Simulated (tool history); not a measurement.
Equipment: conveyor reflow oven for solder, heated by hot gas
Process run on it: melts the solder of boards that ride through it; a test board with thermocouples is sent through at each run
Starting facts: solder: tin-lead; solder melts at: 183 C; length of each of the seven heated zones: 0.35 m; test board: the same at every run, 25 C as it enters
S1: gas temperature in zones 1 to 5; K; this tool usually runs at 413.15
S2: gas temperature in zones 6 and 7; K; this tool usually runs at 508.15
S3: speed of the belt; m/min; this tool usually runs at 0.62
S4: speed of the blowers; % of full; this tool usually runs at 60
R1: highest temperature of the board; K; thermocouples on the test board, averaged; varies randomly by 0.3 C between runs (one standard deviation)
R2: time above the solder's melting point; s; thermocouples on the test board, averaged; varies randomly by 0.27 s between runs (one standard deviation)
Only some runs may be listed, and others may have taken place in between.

run 1 day=0 | S1=413.15 S2=508.15 S3=0.62 S4=60 | R1=488.35 R2=49.9
run 2 day=0.383 | S1=413.15 S2=508.15 S3=0.62 S4=60 | R1=488.35 R2=49.6
run 3 day=0.762 | S1=413.15 S2=508.15 S3=0.58 S4=60 | R1=490.15 R2=55.3
run 4 day=1.162 | S1=413.15 S2=508.15 S3=0.58 S4=60 | R1=490.15 R2=54.6
run 5 day=1.517 | S1=413.15 S2=508.15 S3=0.58 S4=60 | R1=490.35 R2=55.6
run 6 day=1.754 | S1=413.15 S2=508.15 S3=0.58 S4=60 | R1=490.65 R2=54.7
run 7 day=2.212 | S1=413.15 S2=517.15 S3=0.62 S4=60 | R1=495.75 R2=54.4
run 8 day=2.492 | S1=413.15 S2=517.15 S3=0.62 S4=60 | R1=495.85 R2=54.9
run 9 day=2.858 | S1=413.15 S2=517.15 S3=0.62 S4=60 | R1=495.45 R2=54.7
-- day=3.104 flux residue cleaned out of gas plates and filters
run 10 day=3.35 | S1=418.15 S2=517.15 S3=0.62 S4=65 | R1=497.45 R2=57.7
run 11 day=3.629 | S1=403.15 S2=519.15 S3=0.665 S4=89 | R1=497.25 R2=49.1
run 12 day=3.892 | S1=403.15 S2=519.15 S3=0.665 S4=89 | R1=497.35 R2=49.6
run 13 day=4.275 | S1=403.15 S2=519.15 S3=0.665 S4=89 | R1=497.65 R2=49.1
run 14 day=4.571 | S1=403.15 S2=519.15 S3=0.665 S4=89 | R1=497.35 R2=49.2
-- day=4.921 flux residue cleaned out of gas plates and filters, once more
run 15 day=5.138 | S1=403.15 S2=518.15 S3=0.665 S4=73 | R1=497.05 R2=48.7

Here are 5 independent what-if runs from the current tool condition. What would each one return?
run A day=5.396 | S1=413.15 S2=514.15 S3=0.62 S4=89 | R1=? R2=?
run B day=5.396 | S1=403.15 S2=518.15 S3=0.6 S4=73 | R1=? R2=?
run C day=5.396 | S1=409.15 S2=508.15 S3=0.62 S4=60 | R1=? R2=?
run D day=5.396 | S1=413.15 S2=508.15 S3=0.565 S4=60 | R1=? R2=?
run E day=5.396 | S1=413.15 S2=503.15 S3=0.62 S4=60 | R1=? R2=?

run=A R1=500.05 R2=57.6
run=B R1=500.15 R2=57
run=C R1=489.45 R2=48.9
run=D R1=492.95 R2=59
run=E R1=485.85 R2=47.5
What these runs would have given with no unlogged condition in the tool:
run=A R1=499.45 R2=56.6
run=B R1=499.45 R2=56
run=C R1=488.85 R2=47.8
run=D R1=492.25 R2=57.8
run=E R1=485.25 R2=46.4
